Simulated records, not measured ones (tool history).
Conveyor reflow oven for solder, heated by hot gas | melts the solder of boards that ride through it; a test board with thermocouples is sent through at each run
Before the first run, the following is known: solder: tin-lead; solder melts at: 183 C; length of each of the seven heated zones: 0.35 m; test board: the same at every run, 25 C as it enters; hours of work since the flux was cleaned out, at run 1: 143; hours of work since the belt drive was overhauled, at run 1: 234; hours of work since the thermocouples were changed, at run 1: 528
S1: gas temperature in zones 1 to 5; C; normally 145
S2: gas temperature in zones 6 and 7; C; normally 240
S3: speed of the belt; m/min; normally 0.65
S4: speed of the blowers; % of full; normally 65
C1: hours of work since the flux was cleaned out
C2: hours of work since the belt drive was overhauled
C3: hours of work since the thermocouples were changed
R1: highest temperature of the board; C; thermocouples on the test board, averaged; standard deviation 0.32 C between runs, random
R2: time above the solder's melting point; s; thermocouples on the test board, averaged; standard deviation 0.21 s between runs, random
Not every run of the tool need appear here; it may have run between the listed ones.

run     day   S1   S2     S3  S4   C1   C2    C3     R1    R2
  1       0  145  240   0.65  65  143  234   528  221.1  53.3
  2   2.479  145  240   0.65  57  190  281   575  218.9  51.6
  3   5.242  145  240   0.65  57  243  333   627  219.1  51.3
  4   7.433  145  240  0.755  65  284  375   669  214.7  41.6
  5   9.454  145  240  0.755  65  323  413   707  214.8  41.6
  6  10.838  145  240   0.65  65  349  439   733  219.8    53
  7  13.092  145  240   0.65  65  392  482   776  220.2  52.6
  8  15.808  145  240   0.65  65  443  534   828  218.8  52.1
     16.733  -- flux residue cleaned out of gas plates and filters
  9  18.267  145  240   0.65  65   29  576   870  222.4  54.4
 10  19.788  133  252   0.65  65   58  605   899  230.4    55
 11  21.983  145  234   0.65  81  100  647   941  219.1  53.3
 12  24.521  141  234  0.715  60  148  695   989  211.1  40.2
 13  25.662  133  236  0.729  60  169  717  1011  209.5    36
 14  27.871  133  236  0.729  60  211  759  1052  209.6  35.7
     29.025  -- thermocouples of zones 6 and 7 changed
 15  30.129  159  240   0.65  65  253  800    21  224.5  61.5
 16  31.438  159  251  0.747  72  277  825    46  230.8  55.6
 17  32.638  159  251  0.747  72  300  848    69  230.6  55.4
 18  34.912  158  251  0.747  64  343  891   112  227.7  53.8

Forecast each of these 4 alternatives for the next run:
  A  36.717  145  247  0.666  76  378  925  146   ?   ?
  B  36.717  145  250  0.694  58  378  925  146   ?   ?
  C  36.717  135  240   0.65  65  378  925  146   ?   ?
  D  36.717  154  251  0.534  51  378  925  146   ?   ?

run     R1    R2
  A    229  56.4
  B  224.9  52.2
  C  218.9  49.1
  D  235.3  78.9
Without the tool's hidden state the same runs would have given:
run     R1    R2
  A  231.6  56.3
  B  227.3  52.2
  C  221.3  49.7
  D  236.8  77.5
